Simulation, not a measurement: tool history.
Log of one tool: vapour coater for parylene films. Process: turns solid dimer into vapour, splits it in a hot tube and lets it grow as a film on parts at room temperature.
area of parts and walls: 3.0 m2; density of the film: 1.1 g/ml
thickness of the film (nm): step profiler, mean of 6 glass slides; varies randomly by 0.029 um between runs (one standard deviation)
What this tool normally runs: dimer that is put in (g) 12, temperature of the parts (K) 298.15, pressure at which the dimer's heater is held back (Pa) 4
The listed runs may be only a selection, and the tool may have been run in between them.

run    hour  dimer that is put in (g)  temperature of the parts (K)  pressure at which the dimer's heater is held back (Pa)  thickness of the film (nm)
  1       0                        12                        298.15                                                       4                        2350
  2    46.8                        12                        298.15                                                       4                        2330
  3    87.5                        12                        298.15                                                       4                        2310
  4   132.3                        12                        298.15                                                       4                        2330
  5   157.1                        12                        298.15                                                       4                        2640
  6   187.8                        12                        298.15                                                       4                        2610
  7   226.6                        12                        298.15                                                       4                        2610
  8   251.6                        12                        298.15                                                       4                        2570
  9   284.1                        12                        298.15                                                       4                        2560
 10   306.4                        12                        304.15                                                       4                        2050
 11   352.9                        12                        304.15                                                       4                        2030
 12     395                        12                        301.15                                                       4                        2210
 13   432.3                        12                        301.15                                                       4                        2230
 14   459.2                        12                        301.15                                                       4                        2240
 15   496.8                        12                        301.15                                                       4                        2220
 16   517.7                        12                        298.15                                                       4                        2450
 17   563.1                         7                        298.15                                                       4                        1420
 18   606.1                         7                        298.15                                                       4                        1410
 19     647                        21                        298.15                                                       4                        4200
 20   686.5                        17                        298.15                                                       4                        3390
 21     719                        21                        298.15                                                       4                        4310
 22   761.3                        11                        298.15                                                       4                        2190
 23   796.1                        12                        298.15                                                       4                        2410
 24   823.7                         9                        300.15                                                       4                        1700
 25   858.8                        12                        304.15                                                    6.19                        1760
 26   898.4                        12                        304.15                                                    6.19                        1680
 27   930.9                         6                        303.15                                                    4.76                         960
 28     971                        14                        298.15                                                    8.11                        2260
 29   992.2                        18                        292.15                                                    8.21                        3700
 30  1017.1                         9                        290.15                                                   11.93                        1820
 31  1053.3                        21                        298.15                                                    3.92                        4590
 32  1096.5                        21                        298.15                                                    3.92                        4540
 33  1127.8                        21                        298.15                                                    3.92                        4500
 34    1177                        19                        307.15                                                    2.61                        3280
 35  1206.5                         8                        291.15                                                    3.12                        2360
 36  1239.9                         8                        291.15                                                    3.12                        2320
 37  1262.1                         8                        291.15                                                    3.12                        2300
 38  1291.3                         8                        306.15                                                   10.97                         980
 39  1330.4                         8                        306.15                                                   10.97                         970
 40  1359.9                         8                        293.15                                                   10.97                        1630
 41  1391.3                        13                        291.15                                                    2.71                        3660
 42  1435.3                        13                        291.15                                                    2.71                        3680
 43  1484.7                        13                        291.15                                                    2.71                        3680
 44  1506.1                        13                        291.15                                                    2.71                        3660
 45  1545.1                        13                        291.15                                                    2.71                        3650
 46  1587.5                         6                        301.15                                                       4                        1060

The log once held 4 entries between its listed runs, left out of this copy. Where does each go, and what is different about the tool's unlogged condition between the listed run before it and the listed run after it?
Between runs 4 and 5: trap's valve overhauled (hour 156.1)
  vapour lost through the trap's worn valve, %: 11.7 -> 0; true temperature of the parts over the reading, C: 0 -> 0.01
  what was measured, less what the result would be without the hidden state, thickness of the film (nm): -310 -> +0
Between runs 24 and 25: table's thermometer calibrated (hour 827.7)
  vapour lost through the trap's worn valve, %: 8.4 -> 8.9; true temperature of the parts over the reading, C: 0.15 -> 0.18
  what was measured, less what the result would be without the hidden state, thickness of the film (nm): -160 -> -180
Between runs 27 and 28: table's thermometer calibrated, once more (hour 956.6)
  vapour lost through the trap's worn valve, %: 9.8 -> 10.3; true temperature of the parts over the reading, C: 0.2 -> -0.05
  what was measured, less what the result would be without the hidden state, thickness of the film (nm): -110 -> -260
Between runs 30 and 31: trap's valve overhauled (hour 1036.6)
  vapour lost through the trap's worn valve, %: 11 -> 0.4; true temperature of the parts over the reading, C: -0.04 -> -0.03
  what was measured, less what the result would be without the hidden state, thickness of the film (nm): -220 -> -10
